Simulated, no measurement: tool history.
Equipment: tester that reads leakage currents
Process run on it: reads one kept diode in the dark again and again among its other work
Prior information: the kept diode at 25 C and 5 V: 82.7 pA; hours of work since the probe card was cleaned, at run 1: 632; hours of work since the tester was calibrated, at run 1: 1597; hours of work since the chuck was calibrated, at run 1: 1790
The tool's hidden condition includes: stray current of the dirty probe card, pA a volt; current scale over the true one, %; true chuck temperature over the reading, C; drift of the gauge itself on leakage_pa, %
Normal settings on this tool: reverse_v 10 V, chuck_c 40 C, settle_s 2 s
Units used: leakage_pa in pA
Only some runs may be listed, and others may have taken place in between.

run    hour  reverse_v  chuck_c  settle_s  hours of work since the probe card was cleaned  hours of work since the tester was calibrated  hours of work since the chuck was calibrated  leakage_pa
  1       0         10       40         2                                             632                                           1597                                          1790      337.84
  2    78.2         10       40         2                                             683                                           1647                                          1840       339.6
  3   183.6         10       40         2                                             750                                           1715                                          1908      342.11
  4   237.5        2.9       40         2                                             785                                           1750                                          1943       195.2
      290.6  -- chuck's temperature calibrated
  5   346.7        2.9       40         2                                             854                                           1819                                            36      183.49
  6   456.4        2.9       40         2                                             925                                           1889                                           107       183.6
  7   517.8        2.9       40         2                                             964                                           1929                                           146      185.26
  8   615.8        2.9       40         2                                            1028                                           1992                                           210      184.42
  9   672.4       16.2       40         2                                            1064                                           2029                                           246      406.48
 10   719.8         10       40         2                                            1094                                           2059                                           276      325.64
 11   767.1         10       40         2                                            1125                                           2090                                           307      325.42
 12     830         10       40         2                                            1165                                           2130                                           347      326.24
 13   907.9         10       29         2                                            1216                                           2180                                           398      157.78
      972.5  -- tester calibrated
 14   976.5         10       29         2                                            1259                                              3                                           441       160.6
 15  1032.5         10       29         2                                            1295                                             39                                           477      161.07
 16    1078         10       29         2                                            1324                                             68                                           506      161.45
 17  1132.2         10       40         2                                            1359                                            103                                           541      334.48
 18  1216.4         10       40      1.01                                            1413                                            157                                           595      335.99
 19  1324.2         10       40      4.29                                            1483                                            227                                           665      336.59
 20  1380.8         10       40         2                                            1519                                            263                                           701      336.45
 21  1461.8         10       40      7.24                                            1571                                            315                                           753         337
 22  1564.8        3.4       40      0.44                                            1638                                            382                                           820      207.34
 23  1662.8        3.4       40      0.44                                            1701                                            445                                           883      207.94

Run 24, settings as shown, results not yet in. Your forecast:
 24  1741.4        9.6       32       1.4                                            1751                                            495                                           933           ?

{"run 24": {"leakage_pa": 197.95}}
If the tool had no hidden condition, the same run with the same run-to-run variation would have returned leakage_pa 182.42 pA.
